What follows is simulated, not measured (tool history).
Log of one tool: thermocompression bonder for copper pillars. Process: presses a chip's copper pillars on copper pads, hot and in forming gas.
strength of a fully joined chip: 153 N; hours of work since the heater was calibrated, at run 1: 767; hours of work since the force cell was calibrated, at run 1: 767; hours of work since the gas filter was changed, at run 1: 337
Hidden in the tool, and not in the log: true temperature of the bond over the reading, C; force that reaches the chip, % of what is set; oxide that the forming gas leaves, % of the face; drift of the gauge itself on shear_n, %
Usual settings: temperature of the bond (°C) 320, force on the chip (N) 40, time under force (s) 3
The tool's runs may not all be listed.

| run | day | temperature of the bond (°C) | force on the chip (N) | time under force (s) | hours of work since the heater was calibrated | hours of work since the force cell was calibrated | hours of work since the gas filter was changed | force that shears a chip off (N) |
|---|---|---|---|---|---|---|---|---|
| 1 | 0.000 | 320 | 40 | 3 | 767 | 767 | 337 | 83.2 |
|  | 1.700 | force cell calibrated |
| 2 | 1.912 | 320 | 40 | 3 | 800 | 4 | 370 | 85.0 |
| 3 | 5.433 | 320 | 40 | 3 | 864 | 67 | 434 | 83.5 |
| 4 | 7.304 | 320 | 40 | 3 | 898 | 101 | 467 | 83.9 |
|  | 9.225 | forming gas filter changed |
| 5 | 10.996 | 320 | 40 | 3 | 964 | 167 | 32 | 90.1 |
| 6 | 12.788 | 318 | 40 | 3 | 996 | 200 | 64 | 86.9 |
| 7 | 15.812 | 318 | 40 | 3 | 1051 | 254 | 119 | 87.9 |
| 8 | 19.150 | 320 | 40 | 3 | 1111 | 315 | 179 | 88.1 |
| 9 | 21.821 | 342 | 40 | 3 | 1159 | 363 | 227 | 104.6 |
| 10 | 23.867 | 342 | 40 | 3 | 1196 | 400 | 264 | 102.8 |
| 11 | 27.371 | 342 | 40 | 3 | 1259 | 463 | 328 | 101.3 |
| 12 | 29.704 | 320 | 40 | 3 | 1302 | 505 | 370 | 85.3 |
| 13 | 31.900 | 320 | 33 | 4 | 1341 | 545 | 409 | 86.8 |
| 14 | 34.588 | 319 | 35 | 3 | 1390 | 593 | 458 | 79.5 |
|  | 36.850 | forming gas filter changed |
| 15 | 38.354 | 319 | 35 | 3 | 1457 | 661 | 27 | 86.7 |
|  | 38.617 | heater calibrated with a thermocouple chip |
| 16 | 41.333 | 319 | 35 | 3 | 49 | 713 | 79 | 87.1 |
| 17 | 44.233 | 319 | 35 | 2 | 101 | 766 | 132 | 76.3 |
|  | 44.858 | heater calibrated with a thermocouple chip, once more |
|  | 46.000 | force cell calibrated |
| 18 | 47.192 | 326 | 40 | 3 | 41 | 22 | 183 | 88.0 |
| 19 | 49.846 | 296 | 42 | 6 | 89 | 69 | 230 | 85.9 |
| 20 | 53.088 | 296 | 54 | 6 | 147 | 128 | 289 | 94.5 |
| 21 | 55.604 | 296 | 54 | 6 | 193 | 173 | 334 | 91.3 |
| 22 | 58.871 | 315 | 40 | 3 | 252 | 232 | 393 | 78.4 |
| 23 | 62.058 | 303 | 37 | 4 | 309 | 290 | 451 | 73.3 |
|  | 64.917 | forming gas filter changed |
| 24 | 64.917 | 311 | 36 | 4 | 361 | 341 | 0 | 84.3 |

Forecast each of these 5 alternatives for the next run:
| A | 67.929 | 311 | 36 | 2 | 415 | 396 | 54 | ? |
| B | 67.929 | 293 | 29 | 3 | 415 | 396 | 54 | ? |
| C | 67.929 | 308 | 40 | 2 | 415 | 396 | 54 | ? |
| D | 67.929 | 311 | 36 | 2 | 415 | 396 | 54 | ? |
| E | 67.929 | 318 | 41 | 3 | 415 | 396 | 54 | ? |

| run | force that shears a chip off (N) |
|---|---|
| A | 66.3 |
| B | 57.2 |
| C | 67.2 |
| D | 66.0 |
| E | 86.1 |
Without the tool's hidden state the same runs would have given:
| run | force that shears a chip off (N) |
|---|---|
| A | 66.7 |
| B | 57.5 |
| C | 67.6 |
| D | 66.4 |
| E | 86.7 |

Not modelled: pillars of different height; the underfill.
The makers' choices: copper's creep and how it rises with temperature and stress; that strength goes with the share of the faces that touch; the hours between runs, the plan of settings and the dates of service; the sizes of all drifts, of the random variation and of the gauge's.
